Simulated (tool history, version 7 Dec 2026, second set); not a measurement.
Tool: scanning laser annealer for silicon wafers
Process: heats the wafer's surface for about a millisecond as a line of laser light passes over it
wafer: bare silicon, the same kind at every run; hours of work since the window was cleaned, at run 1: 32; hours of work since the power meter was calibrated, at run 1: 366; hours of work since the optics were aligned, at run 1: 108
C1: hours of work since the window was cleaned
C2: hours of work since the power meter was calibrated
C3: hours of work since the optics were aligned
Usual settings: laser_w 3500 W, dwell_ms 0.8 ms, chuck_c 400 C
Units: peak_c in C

run 1 hour=0 | laser_w=3500 dwell_ms=0.8 chuck_c=400 | C1=32 C2=366 C3=108 | peak_c=1160
run 2 hour=47.6 | laser_w=3500 dwell_ms=0.8 chuck_c=400 | C1=54 C2=389 C3=131 | peak_c=1157
run 3 hour=124.1 | laser_w=3500 dwell_ms=0.8 chuck_c=400 | C1=90 C2=425 C3=167 | peak_c=1162
run 4 hour=212.9 | laser_w=3500 dwell_ms=0.8 chuck_c=375 | C1=132 C2=466 C3=209 | peak_c=1135
run 5 hour=250.8 | laser_w=3500 dwell_ms=0.8 chuck_c=375 | C1=150 C2=484 C3=226 | peak_c=1129
run 6 hour=293.2 | laser_w=3500 dwell_ms=0.8 chuck_c=375 | C1=170 C2=504 C3=246 | peak_c=1134
run 7 hour=367.3 | laser_w=3500 dwell_ms=0.59 chuck_c=375 | C1=205 C2=539 C3=281 | peak_c=1041
run 8 hour=436 | laser_w=3500 dwell_ms=0.59 chuck_c=375 | C1=237 C2=571 C3=314 | peak_c=1040
run 9 hour=496.6 | laser_w=3500 dwell_ms=0.8 chuck_c=400 | C1=266 C2=600 C3=342 | peak_c=1158
run 10 hour=543.5 | laser_w=3500 dwell_ms=0.8 chuck_c=370 | C1=288 C2=622 C3=364 | peak_c=1128
run 11 hour=602.2 | laser_w=3500 dwell_ms=0.8 chuck_c=370 | C1=315 C2=650 C3=392 | peak_c=1131
run 12 hour=688 | laser_w=3500 dwell_ms=0.8 chuck_c=408 | C1=356 C2=690 C3=432 | peak_c=1171
run 13 hour=729.3 | laser_w=3500 dwell_ms=0.8 chuck_c=397 | C1=375 C2=710 C3=452 | peak_c=1155
run 14 hour=788.2 | laser_w=3500 dwell_ms=0.8 chuck_c=397 | C1=403 C2=737 C3=479 | peak_c=1155
run 15 hour=835.4 | laser_w=3191 dwell_ms=0.8 chuck_c=397 | C1=425 C2=759 C3=502 | peak_c=1074
run 16 hour=920 | laser_w=3191 dwell_ms=0.8 chuck_c=397 | C1=465 C2=799 C3=541 | peak_c=1070
run 17 hour=988.1 | laser_w=3191 dwell_ms=0.8 chuck_c=397 | C1=497 C2=831 C3=573 | peak_c=1071
run 18 hour=1029.7 | laser_w=3191 dwell_ms=0.8 chuck_c=397 | C1=517 C2=851 C3=593 | peak_c=1070
run 19 hour=1099 | laser_w=3500 dwell_ms=0.649 chuck_c=400 | C1=549 C2=883 C3=626 | peak_c=1097
-- hour=1164 window over the wafer cleaned
run 20 hour=1193.8 | laser_w=3500 dwell_ms=0.8 chuck_c=400 | C1=14 C2=927 C3=669 | peak_c=1157
run 21 hour=1238 | laser_w=3399 dwell_ms=0.874 chuck_c=400 | C1=35 C2=948 C3=690 | peak_c=1157
run 22 hour=1320.1 | laser_w=3500 dwell_ms=0.604 chuck_c=427 | C1=73 C2=987 C3=729 | peak_c=1103
run 23 hour=1408.3 | laser_w=3500 dwell_ms=0.604 chuck_c=427 | C1=115 C2=1028 C3=770 | peak_c=1103
run 24 hour=1481.2 | laser_w=3587 dwell_ms=0.8 chuck_c=400 | C1=149 C2=1062 C3=805 | peak_c=1182
run 25 hour=1570.3 | laser_w=3413 dwell_ms=0.8 chuck_c=389 | C1=191 C2=1104 C3=847 | peak_c=1127
run 26 hour=1643.9 | laser_w=3621 dwell_ms=0.617 chuck_c=420 | C1=226 C2=1139 C3=881 | peak_c=1132
run 27 hour=1688.3 | laser_w=3205 dwell_ms=0.703 chuck_c=374 | C1=247 C2=1160 C3=902 | peak_c=1014
run 28 hour=1725.8 | laser_w=3205 dwell_ms=0.703 chuck_c=374 | C1=264 C2=1178 C3=920 | peak_c=1011
run 29 hour=1789.2 | laser_w=3703 dwell_ms=0.577 chuck_c=403 | C1=294 C2=1207 C3=949 | peak_c=1112
run 30 hour=1878.2 | laser_w=2995 dwell_ms=0.954 chuck_c=378 | C1=336 C2=1249 C3=991 | peak_c=1047
run 31 hour=1953.1 | laser_w=3183 dwell_ms=0.881 chuck_c=427 | C1=371 C2=1284 C3=1027 | peak_c=1124
run 32 hour=1998.2 | laser_w=3183 dwell_ms=0.881 chuck_c=427 | C1=393 C2=1306 C3=1048 | peak_c=1125
-- hour=2028.4 optics aligned, line set to its width
run 33 hour=2074.8 | laser_w=3500 dwell_ms=0.777 chuck_c=438 | C1=426 C2=1339 C3=22 | peak_c=1188
run 34 hour=2119.2 | laser_w=3500 dwell_ms=0.777 chuck_c=438 | C1=447 C2=1360 C3=43 | peak_c=1188
run 35 hour=2179.9 | laser_w=3500 dwell_ms=0.922 chuck_c=403 | C1=476 C2=1389 C3=71 | peak_c=1213
run 36 hour=2232.6 | laser_w=3500 dwell_ms=0.922 chuck_c=403 | C1=501 C2=1414 C3=96 | peak_c=1208
run 37 hour=2294.2 | laser_w=3500 dwell_ms=0.922 chuck_c=403 | C1=530 C2=1443 C3=125 | peak_c=1209
run 38 hour=2344.5 | laser_w=3500 dwell_ms=0.922 chuck_c=403 | C1=553 C2=1466 C3=149 | peak_c=1206
-- hour=2403.7 window over the wafer cleaned
run 39 hour=2416.2 | laser_w=3610 dwell_ms=0.746 chuck_c=362 | C1=6 C2=1499 C3=182 | peak_c=1126
run 40 hour=2457.2 | laser_w=3610 dwell_ms=0.746 chuck_c=362 | C1=25 C2=1518 C3=201 | peak_c=1127

How the hidden state differs across the entries between the runs, from the last listed run before each to the first after it:
Between runs 19 and 20: window over the wafer cleaned (hour 1164)
  light that passes the window, % of a clean one's: 99.91 -> 99.99
Between runs 32 and 33: optics aligned, line set to its width (hour 2028.4)
  width of the line over the set one, %: 0.11 -> 0.02
Between runs 38 and 39: window over the wafer cleaned (hour 2403.7)
  light that passes the window, % of a clean one's: 99.91 -> 99.99
